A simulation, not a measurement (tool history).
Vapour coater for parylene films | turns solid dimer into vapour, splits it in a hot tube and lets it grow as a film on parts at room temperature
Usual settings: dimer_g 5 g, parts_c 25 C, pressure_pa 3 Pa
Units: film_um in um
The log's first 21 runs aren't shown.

| run | hour | dimer_g | parts_c | pressure_pa | film_um |
|---|---|---|---|---|---|
| 22 | 789.4 | 3 | 25 | 6.16 | 0.75 |
| 23 | 837.3 | 3 | 25 | 6.16 | 0.75 |
| 24 | 862.7 | 5 | 25 | 3 | 1.33 |
| 25 | 895.1 | 5 | 25 | 3 | 1.33 |
| 26 | 923 | 2 | 29 | 7.36 | 0.44 |
| 27 | 966 | 2 | 29 | 7.36 | 0.45 |
|  | 987.8 | table's thermometer calibrated, once more |
| 28 | 988.5 | 3 | 31 | 3 | 0.72 |
| 29 | 1030.3 | 7 | 25 | 3 | 1.96 |
| 30 | 1065.6 | 4 | 25 | 8.77 | 1.01 |
| 31 | 1114.3 | 4 | 25 | 8.77 | 1.01 |
| 32 | 1150.5 | 5 | 18 | 6.27 | 1.55 |
|  | 1197.8 | trap's valve overhauled |
| 33 | 1200.7 | 5 | 19 | 3.54 | 1.67 |
| 34 | 1220.9 | 5 | 19 | 3.54 | 1.66 |
| 35 | 1244.6 | 8 | 20 | 2.77 | 2.66 |
| 36 | 1273.6 | 8 | 20 | 2.77 | 2.66 |
| 37 | 1301.1 | 5 | 32 | 2.77 | 1.2 |
| 38 | 1347 | 5 | 24 | 4.22 | 1.43 |

Run 39 comes next. What will it give?
| 39 | 1385.6 | 5 | 24 | 6.54 | ? |

{"run 39": {"film_um": 1.38}}
Without the tool's hidden state the same run would have given film_um 1.41 um.
